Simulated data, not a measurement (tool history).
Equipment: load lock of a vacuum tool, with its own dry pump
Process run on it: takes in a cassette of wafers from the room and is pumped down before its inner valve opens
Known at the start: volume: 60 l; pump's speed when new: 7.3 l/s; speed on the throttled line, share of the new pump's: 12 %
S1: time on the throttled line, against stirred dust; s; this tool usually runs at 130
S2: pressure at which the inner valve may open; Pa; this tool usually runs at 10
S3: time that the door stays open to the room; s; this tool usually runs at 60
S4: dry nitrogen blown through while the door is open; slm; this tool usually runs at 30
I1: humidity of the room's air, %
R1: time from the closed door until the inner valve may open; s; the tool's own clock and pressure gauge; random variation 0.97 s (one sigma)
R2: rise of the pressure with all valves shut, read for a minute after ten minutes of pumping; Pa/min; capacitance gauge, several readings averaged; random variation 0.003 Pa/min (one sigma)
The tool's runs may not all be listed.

Run 1, hour 0: usual settings; I1 46.7. Result: R1 191.2 s, R2 0.074 Pa/min.
Run 2, hour 209: usual settings; I1 44.7. Result: R1 190.9 s, R2 0.08 Pa/min.
Run 3, hour 378.9: usual settings; I1 47.9. Result: R1 191.7 s, R2 0.079 Pa/min.
Run 4, hour 540.4: usual settings; I1 43. Result: R1 190.9 s, R2 0.077 Pa/min.
Run 5, hour 723.5: usual settings; I1 46.3. Result: R1 191.2 s, R2 0.085 Pa/min.
Run 6, hour 964.4: usual settings but S2 14 Pa; I1 46. Result: R1 188.2 s, R2 0.088 Pa/min.
Run 7, hour 1126.5: usual settings; I1 47.8. Result: R1 191.2 s, R2 0.095 Pa/min.
Run 8, hour 1270.7: usual settings; I1 43.3. Result: R1 192.2 s, R2 0.098 Pa/min.
Run 9, hour 1455.7: usual settings but S2 16 Pa; I1 43.2. Result: R1 187.9 s, R2 0.102 Pa/min.
Run 10, hour 1683.5: usual settings but S2 16 Pa; I1 40.2. Result: R1 189.3 s, R2 0.109 Pa/min.
Run 11, hour 1905.4: usual settings but S2 16 Pa; I1 43.1. Result: R1 188.9 s, R2 0.109 Pa/min.
Run 12, hour 2015.7: usual settings but S2 16 Pa; I1 45.7. Result: R1 188.1 s, R2 0.116 Pa/min.
Run 13, hour 2130: usual settings but S2 16 Pa; I1 45.4. Result: R1 188 s, R2 0.117 Pa/min.
Run 14, hour 2258.4: usual settings but S2 16 Pa; I1 45.6. Result: R1 187.7 s, R2 0.124 Pa/min.
Run 15, hour 2429.5: usual settings but S2 16 Pa; I1 44.7. Result: R1 187.4 s, R2 0.128 Pa/min.
Run 16, hour 2618.8: usual settings; I1 49.9. Result: R1 192.5 s, R2 0.127 Pa/min.
Run 17, hour 2745.1: usual settings but S1 196 s; I1 47.1. Result: R1 250.1 s, R2 0.135 Pa/min.
Run 18, hour 2941.3: usual settings but S1 209 s, S2 8 Pa, S4 29 slm; I1 45.1. Result: R1 267.1 s, R2 0.144 Pa/min.
Run 19, hour 3109.5: usual settings but S3 46 s; I1 46.6. Result: R1 192.8 s, R2 0.15 Pa/min.
Run 20, hour 3284.8: usual settings but S1 85 s, S2 8 Pa, S3 95 s; I1 47.2. Result: R1 155.2 s, R2 0.153 Pa/min.
Run 21, hour 3506.4: usual settings but S1 245 s, S2 15 Pa, S3 62 s, S4 19 slm; I1 44.3. Result: R1 288.8 s, R2 0.164 Pa/min.
Run 22, hour 3702: usual settings but S1 245 s, S2 15 Pa, S3 62 s, S4 19 slm; I1 44.3. Result: R1 291.7 s, R2 0.168 Pa/min.
Run 23, hour 3860.4: usual settings but S1 245 s, S2 15 Pa, S3 62 s, S4 19 slm; I1 45.6. Result: R1 289.2 s, R2 0.169 Pa/min.
Run 24, hour 4084.2: usual settings but S1 245 s, S2 15 Pa, S3 62 s, S4 19 slm; I1 46.9. Result: R1 292.2 s, R2 0.175 Pa/min.
Run 25, hour 4336.5: usual settings but S1 245 s, S2 15 Pa, S3 62 s, S4 19 slm; I1 42.2. Result: R1 288.6 s, R2 0.187 Pa/min.
Run 26, hour 4440.5: usual settings but S2 9 Pa, S4 10 slm; I1 45.4. Result: R1 195.7 s, R2 0.193 Pa/min.
Run 27, hour 4654.2: usual settings but S1 149 s, S2 9 Pa, S3 115 s, S4 10 slm; I1 46. Result: R1 212.3 s, R2 0.211 Pa/min.
Run 28, hour 4778.2: usual settings but S3 47 s, S4 9 slm; I1 50.7. Result: R1 194.2 s, R2 0.203 Pa/min.
Run 29, hour 5002: usual settings but S1 66 s, S2 19 Pa, S3 73 s, S4 5 slm; I1 45.2. Result: R1 134 s, R2 0.212 Pa/min.
Run 30, hour 5176.5: usual settings but S1 163 s, S4 14 slm; I1 42.3. Result: R1 223.5 s, R2 0.207 Pa/min.
Run 31, hour 5324.1: usual settings but S1 163 s, S2 8 Pa, S4 14 slm; I1 46.2. Result: R1 226.9 s, R2 0.222 Pa/min.
Run 32, hour 5501.4: usual settings but S1 115 s, S4 9 slm; I1 46.7. Result: R1 184.5 s, R2 0.229 Pa/min.
Run 33, hour 5647.9: usual settings but S1 115 s, S4 9 slm; I1 40.2. Result: R1 183.7 s, R2 0.227 Pa/min.
Run 34, hour 5839.4: usual settings but S3 31 s, S4 8 slm; I1 46.3. Result: R1 195.8 s, R2 0.237 Pa/min.

Results per run with the tool's hidden condition removed, run-to-run variation unchanged:
Hidden conditions of the tool in this case: pump's speed, % of a new pump's; leak at the door's seal, Pa l/s; drift of the gauge itself on ready_s, %; drift of the gauge itself on rise_pa_min, %.
run     R1     R2
  1  191.1  0.016
  2  190.6  0.018
  3  191.3  0.013
  4  190.4  0.008
  5  190.5  0.013
  6  187.4   0.01
  7  190.2  0.014
  8  191.1  0.014
  9  186.8  0.013
 10    188  0.015
 11  187.4  0.008
 12  186.6  0.012
 13  186.4   0.01
 14    186  0.012
 15  185.6  0.013
 16  190.4  0.009
 17  248.1  0.011
 18    265  0.015
 19  190.2  0.016
 20  152.2  0.016
 21  286.7  0.018
 22  289.5  0.017
 23  286.9  0.016
 24  289.8  0.013
 25  286.1  0.018
 26  191.9  0.022
 27  208.4  0.028
 28  190.3  0.019
 29  129.6  0.022
 30  219.3  0.012
 31  222.4  0.019
 32  179.6   0.02
 33  178.6  0.015
 34  190.9  0.012
